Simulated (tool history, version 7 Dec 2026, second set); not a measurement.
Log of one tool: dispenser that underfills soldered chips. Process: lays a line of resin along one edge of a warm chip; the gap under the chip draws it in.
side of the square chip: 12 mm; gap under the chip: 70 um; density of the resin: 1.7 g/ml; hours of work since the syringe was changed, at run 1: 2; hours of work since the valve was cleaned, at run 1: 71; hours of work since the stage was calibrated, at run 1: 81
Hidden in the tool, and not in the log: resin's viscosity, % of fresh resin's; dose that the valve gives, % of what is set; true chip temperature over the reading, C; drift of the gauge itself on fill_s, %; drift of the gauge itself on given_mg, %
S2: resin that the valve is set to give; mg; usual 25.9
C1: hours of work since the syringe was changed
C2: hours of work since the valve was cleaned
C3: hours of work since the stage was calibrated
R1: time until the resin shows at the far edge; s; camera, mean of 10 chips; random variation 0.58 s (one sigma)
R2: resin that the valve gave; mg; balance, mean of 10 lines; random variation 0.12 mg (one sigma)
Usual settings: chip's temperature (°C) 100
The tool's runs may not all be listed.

{"run": 1, "hour": 0.0, "chip's temperature (°C)": 100, "S2": 25.9, "C1": 2, "C2": 71, "C3": 81, "R1": 55.7, "R2": 24.14}
{"run": 2, "hour": 3.5, "chip's temperature (°C)": 100, "S2": 25.9, "C1": 4, "C2": 73, "C3": 83, "R1": 61.1, "R2": 24.19}
{"run": 3, "hour": 8.6, "chip's temperature (°C)": 100, "S2": 25.9, "C1": 7, "C2": 76, "C3": 86, "R1": 72.9, "R2": 23.92}
{"hour": 9.3, "done": "new syringe of resin"}
{"run": 4, "hour": 14.7, "chip's temperature (°C)": 100, "S2": 23.1, "C1": 3, "C2": 79, "C3": 90, "R1": 63.1, "R2": 21.35}
{"hour": 21.5, "done": "new syringe of resin"}
{"run": 5, "hour": 23.1, "chip's temperature (°C)": 100, "S2": 23.1, "C1": 1, "C2": 84, "C3": 95, "R1": 54.3, "R2": 21.31}
{"run": 6, "hour": 26.8, "chip's temperature (°C)": 100, "S2": 25.9, "C1": 3, "C2": 86, "C3": 97, "R1": 59.2, "R2": 23.63}
{"run": 7, "hour": 32.2, "chip's temperature (°C)": 100, "S2": 29.6, "C1": 6, "C2": 90, "C3": 100, "R1": 69.6, "R2": 27.03}
{"hour": 33.2, "done": "new syringe of resin"}
{"run": 8, "hour": 37.9, "chip's temperature (°C)": 100, "S2": 24.5, "C1": 3, "C2": 93, "C3": 103, "R1": 59.4, "R2": 22.18}
{"hour": 45.1, "done": "new syringe of resin"}
{"run": 9, "hour": 46.2, "chip's temperature (°C)": 100, "S2": 24.5, "C1": 1, "C2": 98, "C3": 108, "R1": 53.8, "R2": 22.18}
{"run": 10, "hour": 53.1, "chip's temperature (°C)": 100, "S2": 24.5, "C1": 5, "C2": 102, "C3": 113, "R1": 66.6, "R2": 22.24}
{"hour": 56.9, "done": "new syringe of resin"}
{"run": 11, "hour": 58.3, "chip's temperature (°C)": 100, "S2": 24.5, "C1": 1, "C2": 105, "C3": 115, "R1": 54, "R2": 22.05}
{"run": 12, "hour": 64.4, "chip's temperature (°C)": 100, "S2": 24.5, "C1": 5, "C2": 109, "C3": 119, "R1": 66.7, "R2": 21.9}
{"hour": 68.6, "done": "new syringe of resin"}
{"run": 13, "hour": 69.4, "chip's temperature (°C)": 108, "S2": 22.6, "C1": 0, "C2": 112, "C3": 122, "R1": 38, "R2": 20.29}
{"run": 14, "hour": 75.1, "chip's temperature (°C)": 103, "S2": 31.1, "C1": 4, "C2": 115, "C3": 125, "R1": 52.3, "R2": 27.81}
{"hour": 80.7, "done": "new syringe of resin"}
{"run": 15, "hour": 80.8, "chip's temperature (°C)": 97, "S2": 24.6, "C1": 0, "C2": 118, "C3": 129, "R1": 60, "R2": 21.82}
{"run": 16, "hour": 85.3, "chip's temperature (°C)": 114, "S2": 27.6, "C1": 3, "C2": 121, "C3": 132, "R1": 31.4, "R2": 24.35}
{"run": 17, "hour": 90.5, "chip's temperature (°C)": 95, "S2": 30, "C1": 6, "C2": 124, "C3": 135, "R1": 86.1, "R2": 26.56}
{"hour": 92.9, "done": "new syringe of resin"}
{"run": 18, "hour": 95.9, "chip's temperature (°C)": 100, "S2": 23.8, "C1": 2, "C2": 127, "C3": 138, "R1": 57, "R2": 20.77}
{"run": 19, "hour": 100.4, "chip's temperature (°C)": 93, "S2": 32.9, "C1": 5, "C2": 130, "C3": 141, "R1": 85.3, "R2": 28.8}
{"hour": 104.7, "done": "new syringe of resin"}
{"run": 20, "hour": 108.2, "chip's temperature (°C)": 92, "S2": 32.7, "C1": 2, "C2": 135, "C3": 145, "R1": 78.7, "R2": 28.52}
{"run": 21, "hour": 114.4, "chip's temperature (°C)": 92, "S2": 32.7, "C1": 6, "C2": 138, "C3": 149, "R1": 97.5, "R2": 28.41}
{"hour": 116.7, "done": "new syringe of resin"}
{"hour": 120.1, "done": "dispensing valve cleaned and set on the balance"}
{"run": 22, "hour": 122.8, "chip's temperature (°C)": 101, "S2": 31.8, "C1": 3, "C2": 2, "C3": 153, "R1": 54.5, "R2": 32.03}

Forecast each of these 3 alternatives for the next run:
{"hour": 129.8, "done": "new syringe of resin"}
{"run": "A", "hour": 129.8, "chip's temperature (°C)": 111, "S2": 31.8, "C1": 0, "C2": 6, "C3": 157, "R1": "?", "R2": "?"}
{"hour": 129.8, "done": "new syringe of resin"}
{"run": "B", "hour": 129.8, "chip's temperature (°C)": 101, "S2": 28.3, "C1": 0, "C2": 6, "C3": 157, "R1": "?", "R2": "?"}
{"hour": 129.8, "done": "new syringe of resin"}
{"run": "C", "hour": 129.8, "chip's temperature (°C)": 86, "S2": 24.1, "C1": 0, "C2": 6, "C3": 157, "R1": "?", "R2": "?"}

run=A R1=30 R2=31.87
run=B R1=48.1 R2=28.06
run=C R1=100.2 R2=24.2
Without the tool's hidden state the same runs would have given:
run=A R1=30 R2=31.9
run=B R1=48.1 R2=28.09
run=C R1=100.3 R2=24.23
